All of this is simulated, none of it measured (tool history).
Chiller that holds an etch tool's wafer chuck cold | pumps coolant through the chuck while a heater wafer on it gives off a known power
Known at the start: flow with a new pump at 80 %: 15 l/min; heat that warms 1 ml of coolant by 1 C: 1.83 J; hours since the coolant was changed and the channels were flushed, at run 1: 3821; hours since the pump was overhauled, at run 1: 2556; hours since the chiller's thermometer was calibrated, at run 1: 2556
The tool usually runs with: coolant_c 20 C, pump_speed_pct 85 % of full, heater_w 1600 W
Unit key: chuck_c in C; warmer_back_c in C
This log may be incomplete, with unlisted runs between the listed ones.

run,hour,coolant_c,pump_speed_pct,heater_w,hours since the coolant was changed and the channels were flushed,hours since the pump was overhauled,hours since the chiller's thermometer was calibrated,chuck_c,warmer_back_c
1,0,20,85,1600,3821,2556,2556,29,3.24
2,126.6,20,85,1600,3948,2683,2683,29,3.31
3,243.6,20,85,1600,4065,2800,2800,28.7,3.26
4,333.3,20,85,854,4155,2890,2890,24.8,1.73
5,454.8,20,85,854,4276,3011,3011,24.7,1.71
# hour 555.1: chiller's thermometer calibrated
6,586.7,20,85,854,4407,3142,32,24.8,1.72
7,710.6,20,85,854,4531,3266,155,24.6,1.66
8,779.4,20,85,854,4600,3335,224,24.6,1.69
9,883.8,20,85,854,4704,3439,329,25,1.66
10,978,20,85,1600,4798,3534,423,28.9,3.16
11,1080.5,20,85,2107,4901,3636,525,31.9,4.21
12,1207.1,20,85,1477,5027,3763,652,28.3,2.95
13,1296.2,11,85,1600,5117,3852,741,19.8,3.07
# hour 1309.5: coolant changed, channels flushed
14,1419.7,20,85,1600,110,3969,859,28.6,3.21
15,1538.8,20,85,1600,229,4088,978,28.9,3.09
16,1620.4,11,85,1600,311,4170,1059,19.9,3.05
17,1682.4,11,67,1633,373,4232,1121,21.9,4.08
18,1809.6,16,67,1773,500,4359,1248,27.8,4.46
19,1911.8,28,87,944,602,4461,1351,33.3,1.71
20,1995.6,23,87,1891,686,4545,1434,33.4,3.54
21,2091.3,29,79,907,782,4641,1530,34.3,1.73
22,2195,18,94,1158,886,4745,1634,23.8,1.9
23,2296.3,18,94,1158,987,4846,1735,23.8,1.91
24,2403.5,18,94,1158,1094,4953,1842,23.9,1.84
# hour 2414.8: gauge calibrated
25,2477,18,94,1158,1167,5026,1916,23.9,2.15
26,2557.1,20,88,1158,1248,5107,1996,26.5,2.31
27,2652.7,14,69,2014,1343,5202,2092,27.1,5.16
28,2776.5,18,74,1600,1467,5326,2215,27.8,3.73
29,2849.9,29,61,2143,1540,5399,2289,44.2,6.16
30,2924,23,98,1920,1615,5473,2363,32.6,3.36
31,3030.7,23,98,1920,1721,5580,2470,32.5,3.3

4 ways to go on from here, each from the tool as it stands after run 31. What would each give?
A,3086.1,20,92,1080,1777,5636,2525,?,?
B,3086.1,12,98,1920,1777,5636,2525,?,?
C,3086.1,21,65,1600,1777,5636,2525,?,?
D,3086.1,25,98,1920,1777,5636,2525,?,?

run,chuck_c,warmer_back_c
A,25.8,1.98
B,21.8,3.26
C,31.8,4.23
D,34.7,3.34
What these runs would have given with no unlogged condition in the tool:
run,chuck_c,warmer_back_c
A,25.7,2.05
B,21.7,3.33
C,31.8,4.3
D,34.6,3.41

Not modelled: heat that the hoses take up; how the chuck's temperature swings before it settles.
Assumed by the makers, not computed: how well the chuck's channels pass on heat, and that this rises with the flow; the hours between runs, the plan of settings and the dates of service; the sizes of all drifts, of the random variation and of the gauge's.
